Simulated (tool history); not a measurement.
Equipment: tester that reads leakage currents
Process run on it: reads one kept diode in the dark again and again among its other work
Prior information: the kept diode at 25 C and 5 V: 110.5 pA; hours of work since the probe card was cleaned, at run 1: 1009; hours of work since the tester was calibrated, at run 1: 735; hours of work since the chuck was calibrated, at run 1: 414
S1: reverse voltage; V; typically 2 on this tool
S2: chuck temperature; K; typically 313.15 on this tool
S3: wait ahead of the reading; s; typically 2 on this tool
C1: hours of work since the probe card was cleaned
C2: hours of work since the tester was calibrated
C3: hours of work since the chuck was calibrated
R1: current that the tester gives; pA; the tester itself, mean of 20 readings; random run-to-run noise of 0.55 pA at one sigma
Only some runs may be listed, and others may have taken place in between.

| run | hour | S1 | S2 | S3 | C1 | C2 | C3 | R1 |
|---|---|---|---|---|---|---|---|---|
| 1 | 0 | 2 | 313.15 | 2 | 1009 | 735 | 414 | 193.16 |
| 2 | 234.2 | 8.78 | 313.15 | 2 | 1115 | 840 | 520 | 481.84 |
| 3 | 378.2 | 1.03 | 313.15 | 2 | 1180 | 905 | 585 | 132.66 |
| 4 | 501.5 | 1.03 | 295.15 | 2 | 1235 | 961 | 641 | 39.31 |
| 5 | 736 | 2 | 313.15 | 0.59 | 1341 | 1067 | 746 | 204.89 |
| 6 | 887.2 | 1.54 | 313.15 | 2 | 1409 | 1135 | 815 | 175.88 |
| 7 | 1100 | 2 | 314.15 | 2 | 1505 | 1231 | 911 | 221.9 |
| 8 | 1354.6 | 2 | 314.15 | 2 | 1620 | 1346 | 1026 | 225.21 |
| 9 | 1583.7 | 2 | 313.15 | 9.73 | 1724 | 1449 | 1129 | 214.12 |
|  | 1784.3 | chuck's temperature calibrated |
| 10 | 1813.2 | 2 | 313.15 | 2.04 | 1826 | 1552 | 13 | 188.45 |
| 11 | 1987.7 | 2 | 313.15 | 0.4 | 1905 | 1631 | 92 | 191.58 |
| 12 | 2142.1 | 2 | 313.15 | 0.4 | 1975 | 1701 | 161 | 192.69 |
| 13 | 2380 | 2 | 313.15 | 0.4 | 2082 | 1808 | 269 | 196.97 |
| 14 | 2522.5 | 2 | 313.15 | 0.4 | 2146 | 1872 | 333 | 196.47 |
| 15 | 2761.8 | 2 | 313.15 | 0.4 | 2254 | 1980 | 441 | 200.66 |
|  | 2836.9 | probe card cleaned and baked |
| 16 | 3020.5 | 2 | 313.15 | 6.07 | 83 | 2096 | 556 | 197.71 |
| 17 | 3154.3 | 1.69 | 313.15 | 5.86 | 143 | 2156 | 617 | 180.83 |
| 18 | 3337.9 | 1.69 | 313.15 | 5.86 | 226 | 2239 | 700 | 182.39 |
| 19 | 3478 | 1.69 | 315.15 | 3.98 | 289 | 2302 | 763 | 209.62 |
| 20 | 3717.2 | 1.69 | 315.15 | 3.98 | 397 | 2410 | 871 | 213.25 |
|  | 3763.1 | tester calibrated |
| 21 | 3917.5 | 3.42 | 306.15 | 2.88 | 487 | 70 | 960 | 179.13 |
| 22 | 4095.6 | 7.06 | 313.15 | 0.53 | 567 | 150 | 1041 | 449.24 |
| 23 | 4282.6 | 2 | 317.15 | 2 | 652 | 234 | 1125 | 274.49 |
|  | 4493.9 | chuck's temperature calibrated |
| 24 | 4544.5 | 2 | 317.15 | 2 | 769 | 352 | 23 | 239.58 |
| 25 | 4789 | 2 | 313.15 | 0.38 | 879 | 462 | 133 | 190.59 |
| 26 | 4995.4 | 6.36 | 297.15 | 2 | 972 | 555 | 226 | 132.28 |
| 27 | 5188.2 | 6.36 | 297.15 | 2 | 1059 | 642 | 313 | 134.94 |
| 28 | 5347.5 | 6.36 | 297.15 | 2 | 1131 | 714 | 385 | 136.94 |

Branching from run 28: 5 alternative next runs. What would each branch give?
| A | 5521.1 | 2 | 306.15 | 2 | 1209 | 792 | 464 | ? |
| B | 5521.1 | 9.96 | 313.15 | 1.07 | 1209 | 792 | 464 | ? |
| C | 5521.1 | 16.38 | 306.15 | 2 | 1209 | 792 | 464 | ? |
| D | 5521.1 | 17.25 | 305.15 | 3.24 | 1209 | 792 | 464 | ? |
| E | 5521.1 | 13.99 | 299.15 | 7.76 | 1209 | 792 | 464 | ? |

| run | R1 |
|---|---|
| A | 124.99 |
| B | 526.12 |
| C | 457.04 |
| D | 438.57 |
| E | 260.03 |
The same runs, with their run-to-run variation unchanged, on a tool lacking any hidden condition would have given:
| run | R1 |
|---|---|
| A | 113.06 |
| B | 475.24 |
| C | 400.32 |
| D | 381.86 |
| E | 220.28 |

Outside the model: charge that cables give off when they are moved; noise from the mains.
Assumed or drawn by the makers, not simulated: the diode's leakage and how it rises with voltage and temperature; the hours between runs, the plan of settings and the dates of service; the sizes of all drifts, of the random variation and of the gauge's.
